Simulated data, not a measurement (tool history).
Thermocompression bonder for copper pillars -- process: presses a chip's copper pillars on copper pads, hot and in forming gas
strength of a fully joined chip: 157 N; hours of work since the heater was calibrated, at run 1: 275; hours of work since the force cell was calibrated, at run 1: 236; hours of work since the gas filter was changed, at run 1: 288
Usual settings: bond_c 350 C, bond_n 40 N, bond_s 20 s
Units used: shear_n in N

| run | day | bond_c | bond_n | bond_s | hours of work since the heater was calibrated | hours of work since the force cell was calibrated | hours of work since the gas filter was changed | shear_n |
|---|---|---|---|---|---|---|---|---|
| 1 | 0 | 350 | 40 | 20 | 275 | 236 | 288 | 83.1 |
| 2 | 0.304 | 350 | 24 | 20 | 279 | 240 | 292 | 57.8 |
| 3 | 0.996 | 350 | 40 | 20 | 289 | 250 | 302 | 82.9 |
| 4 | 1.5 | 350 | 40 | 20 | 296 | 257 | 309 | 83.3 |
| 5 | 1.862 | 350 | 40 | 20 | 302 | 262 | 314 | 82.1 |
| 6 | 2.45 | 350 | 40 | 20 | 310 | 271 | 322 | 83.1 |
| 7 | 2.967 | 350 | 40 | 57 | 317 | 278 | 330 | 107.9 |
| 8 | 3.271 | 350 | 40 | 57 | 322 | 282 | 334 | 109 |
| 9 | 3.729 | 350 | 40 | 57 | 328 | 289 | 341 | 108.2 |
| 10 | 4.392 | 323 | 40 | 57 | 337 | 298 | 350 | 94.5 |
| 11 | 5.05 | 323 | 40 | 57 | 347 | 307 | 359 | 96.6 |
| 12 | 5.662 | 323 | 40 | 57 | 355 | 316 | 368 | 96.4 |
| 13 | 6.058 | 323 | 40 | 57 | 361 | 322 | 374 | 97 |
| 14 | 6.588 | 332 | 40 | 15 | 369 | 329 | 381 | 66.4 |
| 15 | 7.225 | 332 | 40 | 15 | 378 | 338 | 390 | 64.4 |
| 16 | 7.612 | 328 | 40 | 33 | 383 | 344 | 396 | 82.4 |
| 17 | 7.942 | 350 | 40 | 29 | 388 | 348 | 400 | 89.7 |
|  | 8.388 | forming gas filter changed |
| 18 | 8.642 | 334 | 58 | 29 | 397 | 358 | 4 | 116 |
| 19 | 9.038 | 342 | 29 | 29 | 403 | 364 | 9 | 78.4 |
| 20 | 9.479 | 342 | 29 | 29 | 409 | 370 | 15 | 76.4 |

Run 21 comes next. What will it give?
| 21 | 10.058 | 333 | 40 | 20 | 418 | 378 | 24 | ? |

{"run 21": {"shear_n": 81.2}}
Were there no unlogged condition in the tool, this run, its random variation unchanged, would have produced shear_n 80.7 N.
